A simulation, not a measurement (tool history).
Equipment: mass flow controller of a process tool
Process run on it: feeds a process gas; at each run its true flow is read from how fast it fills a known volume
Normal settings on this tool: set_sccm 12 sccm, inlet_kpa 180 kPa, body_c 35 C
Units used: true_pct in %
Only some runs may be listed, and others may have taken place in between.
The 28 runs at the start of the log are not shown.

run	day	set_sccm	inlet_kpa	body_c	hours of work since the controller was set to zero	hours of work since the controller was changed	true_pct
29	73.967	14	157	35	1813	1813	99.57
30	76.221	12	180	35	1835	1835	99.42
31	79.546	4	180	28	1869	1869	100.28
32	81.388	4	158	23	1887	1887	100.64
33	84.858	4	158	23	1922	1922	100.75
34	88.471	12	193	21	1958	1958	101.00
35	92.121	15	180	36	1995	1995	99.74
36	95.492	7	191	36	2028	2028	99.20
37	98.221	7	165	29	2056	2056	99.99
38	101.625	18	180	35	2090	2090	100.23
39	104.850	5	180	27	2122	2122	100.31
40	107.683	4	155	23	2150	2150	101.04
41	110.533	12	217	23	2179	2179	101.15
42	112.246	12	217	23	2196	2196	100.95
43	115.796	13	166	29	2232	2232	100.39
44	118.646	3	169	32	2260	2260	100.93
45	120.212	12	146	28	2276	2276	100.25
46	122.900	12	146	28	2303	2303	100.34
47	126.154	12	146	28	2335	2335	100.40
48	129.171	4	180	35	2365	2365	100.33

5 options for the next run, each taken on its own from the tool as it stands now. Forecast them:
A	132.429	12	192	35	2398	2398	?
B	132.429	4	272	35	2398	2398	?
C	132.429	10	142	33	2398	2398	?
D	132.429	3	236	25	2398	2398	?
E	132.429	4	180	35	2398	2398	?

run	true_pct
A	99.86
B	100.70
C	99.69
D	102.05
E	100.33
Stripped of hidden state, with their random variation kept, the same runs would have yielded:
run	true_pct
A	97.78
B	96.96
C	97.44
D	97.49
E	96.59
